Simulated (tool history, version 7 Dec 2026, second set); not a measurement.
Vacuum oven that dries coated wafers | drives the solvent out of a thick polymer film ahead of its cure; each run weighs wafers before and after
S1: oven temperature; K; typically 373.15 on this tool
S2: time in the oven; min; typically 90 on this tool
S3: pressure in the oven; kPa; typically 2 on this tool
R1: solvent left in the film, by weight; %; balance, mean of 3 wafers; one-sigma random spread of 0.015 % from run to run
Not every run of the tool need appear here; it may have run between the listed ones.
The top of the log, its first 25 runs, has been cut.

run 26 hour=424.8 | S1=373.15 S2=46 S3=3.16 | R1=3.58
run 27 hour=435.2 | S1=386.15 S2=89 S3=3.16 | R1=0.77
run 28 hour=454.4 | S1=386.15 S2=89 S3=3.16 | R1=0.77
run 29 hour=475.8 | S1=373.15 S2=90 S3=2.55 | R1=1.35
run 30 hour=487.7 | S1=369.15 S2=83 S3=5.51 | R1=3.49
run 31 hour=509.5 | S1=369.15 S2=109 S3=3.89 | R1=2.19
run 32 hour=519.7 | S1=373.15 S2=103 S3=2 | R1=0.98
-- hour=527.3 oven's thermocouples calibrated
run 33 hour=543 | S1=380.15 S2=127 S3=2.36 | R1=0.76
run 34 hour=557.6 | S1=378.15 S2=103 S3=6.09 | R1=2.11
run 35 hour=579.9 | S1=368.15 S2=90 S3=1.36 | R1=2.28
run 36 hour=594.5 | S1=363.15 S2=57 S3=1.15 | R1=6.86
run 37 hour=607.9 | S1=363.15 S2=57 S3=1.15 | R1=6.86
run 38 hour=631.9 | S1=364.15 S2=66 S3=2 | R1=5.83
run 39 hour=649.3 | S1=381.15 S2=111 S3=2 | R1=0.66
run 40 hour=659.7 | S1=370.15 S2=90 S3=2 | R1=2.02
run 41 hour=683.3 | S1=379.15 S2=91 S3=2 | R1=0.79
run 42 hour=697.5 | S1=367.15 S2=152 S3=1.66 | R1=1.28

5 options for the next run, each taken on its own from the tool as it stands now. Forecast them:
run A hour=714.7 | S1=381.15 S2=88 S3=2 | R1=?
run B hour=714.7 | S1=379.15 S2=52 S3=1.42 | R1=?
run C hour=714.7 | S1=373.15 S2=140 S3=2 | R1=?
run D hour=714.7 | S1=369.15 S2=75 S3=2.37 | R1=?
run E hour=714.7 | S1=373.15 S2=90 S3=1.43 | R1=?

run=A R1=0.69
run=B R1=1.41
run=C R1=0.88
run=D R1=3.15
run=E R1=1.18
Without the tool's unlogged condition, the same runs would have read:
run=A R1=0.64
run=B R1=1.37
run=C R1=0.82
run=D R1=3.08
run=E R1=1.12
